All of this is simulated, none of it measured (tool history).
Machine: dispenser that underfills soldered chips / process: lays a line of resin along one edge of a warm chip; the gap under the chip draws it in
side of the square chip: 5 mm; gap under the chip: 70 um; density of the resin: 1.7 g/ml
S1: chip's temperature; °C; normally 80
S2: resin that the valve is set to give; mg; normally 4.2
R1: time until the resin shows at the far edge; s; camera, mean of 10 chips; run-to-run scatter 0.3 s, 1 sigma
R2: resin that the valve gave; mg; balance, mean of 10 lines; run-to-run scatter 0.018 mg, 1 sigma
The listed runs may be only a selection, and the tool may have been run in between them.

| run | day | S1 | S2 | R1 | R2 |
|---|---|---|---|---|---|
| 1 | 0 | 80 | 4.2 | 5.3 | 4.12 |
| 2 | 0.367 | 80 | 4.94 | 7.3 | 4.8 |
|  | 0.55 | new syringe of resin |
| 3 | 0.629 | 80 | 4.94 | 5 | 4.79 |
| 4 | 0.838 | 80 | 5.33 | 6.5 | 5.19 |
| 5 | 1.096 | 80 | 5.33 | 8.5 | 5.12 |
|  | 1.142 | new syringe of resin |
|  | 1.242 | dispensing valve cleaned and set on the balance |
| 6 | 1.442 | 80 | 5.33 | 6.2 | 5.32 |
|  | 1.754 | new syringe of resin |
| 7 | 1.804 | 80 | 5.33 | 5.1 | 5.28 |
| 8 | 2.079 | 91 | 5.33 | 4.8 | 5.29 |
|  | 2.333 | new syringe of resin |
| 9 | 2.362 | 80 | 5.08 | 5.3 | 5.04 |
| 10 | 2.596 | 80 | 3.85 | 6.4 | 3.8 |
| 11 | 2.75 | 80 | 5.29 | 7.6 | 5.22 |
|  | 2.925 | new syringe of resin |
| 12 | 2.975 | 80 | 4.57 | 5.1 | 4.49 |
| 13 | 3.188 | 80 | 3.87 | 7 | 3.8 |
|  | 3.525 | new syringe of resin |
| 14 | 3.567 | 80 | 3.87 | 5.1 | 3.79 |
| 15 | 3.725 | 67 | 4.34 | 10.3 | 4.21 |
| 16 | 3.925 | 71 | 3.7 | 10.2 | 3.6 |
|  | 4.112 | new syringe of resin |
| 17 | 4.167 | 71 | 3.7 | 7.7 | 3.62 |
|  | 4.5 | dispensing valve cleaned and set on the balance |
| 18 | 4.558 | 78 | 3.68 | 8.7 | 3.68 |
|  | 4.725 | new syringe of resin |
| 19 | 4.896 | 78 | 3.68 | 6.3 | 3.69 |
| 20 | 5.179 | 92 | 4.2 | 5 | 4.15 |
|  | 5.308 | new syringe of resin |
| 21 | 5.379 | 75 | 4.34 | 6.4 | 4.32 |
| 22 | 5.646 | 82 | 4.65 | 6.8 | 4.62 |
|  | 5.888 | new syringe of resin |
| 23 | 5.996 | 93 | 4.2 | 3.9 | 4.13 |
| 24 | 6.204 | 75 | 3.69 | 9.1 | 3.67 |
|  | 6.483 | new syringe of resin |
| 25 | 6.538 | 94 | 4.09 | 3.5 | 4.02 |

What if the next run were any one of these 3? Each begins from the tool's condition after run 25:
| A | 6.704 | 91 | 4.9 | ? | ? |
| B | 6.704 | 71 | 4.53 | ? | ? |
| C | 6.704 | 80 | 3.61 | ? | ? |

| run | R1 | R2 |
|---|---|---|
| A | 4.1 | 4.76 |
| B | 9.1 | 4.43 |
| C | 6.1 | 3.55 |
Without the tool's hidden state the same runs would have given:
| run | R1 | R2 |
|---|---|---|
| A | 3.1 | 4.86 |
| B | 7.1 | 4.52 |
| C | 4.5 | 3.63 |
